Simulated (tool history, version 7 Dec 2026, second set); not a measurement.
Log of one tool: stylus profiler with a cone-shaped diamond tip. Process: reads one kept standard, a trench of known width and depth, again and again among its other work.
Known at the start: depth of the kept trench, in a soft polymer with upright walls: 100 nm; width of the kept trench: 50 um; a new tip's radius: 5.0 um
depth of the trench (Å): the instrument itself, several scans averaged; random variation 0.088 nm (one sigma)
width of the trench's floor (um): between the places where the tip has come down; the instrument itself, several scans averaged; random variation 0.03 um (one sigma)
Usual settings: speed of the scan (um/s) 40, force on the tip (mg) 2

run   hour  speed of the scan (um/s)  force on the tip (mg)  depth of the trench (Å)  width of the trench's floor (um)
  1      0                        40                      2                   1012.2                             47.66
  2   45.6                        11                      2                   1011.6                             47.81
  3   66.1                        55                      2                   1013.9                             47.53
  4   88.9                        25                      2                   1011.9                             47.65
  5  119.7                        25                      2                   1012.7                             47.72
  6  149.5                        25                      2                   1013.4                              47.7
     152.9  -- height scale calibrated on a step standard
  7  170.2                        16                   5.46                   1023.8                             47.74
  8  212.8                        41                   2.85                   1015.4                             47.63

The next listed run, before its measurement:
  9   254                        41                   2.85                        ?                                 ?

Run 9 gave depth of the trench (Å) 1013.9, width of the trench's floor (um) 47.66.
Without the tool's hidden state the same run would have given depth of the trench (Å) 1012.4, width of the trench's floor (um) 47.87.
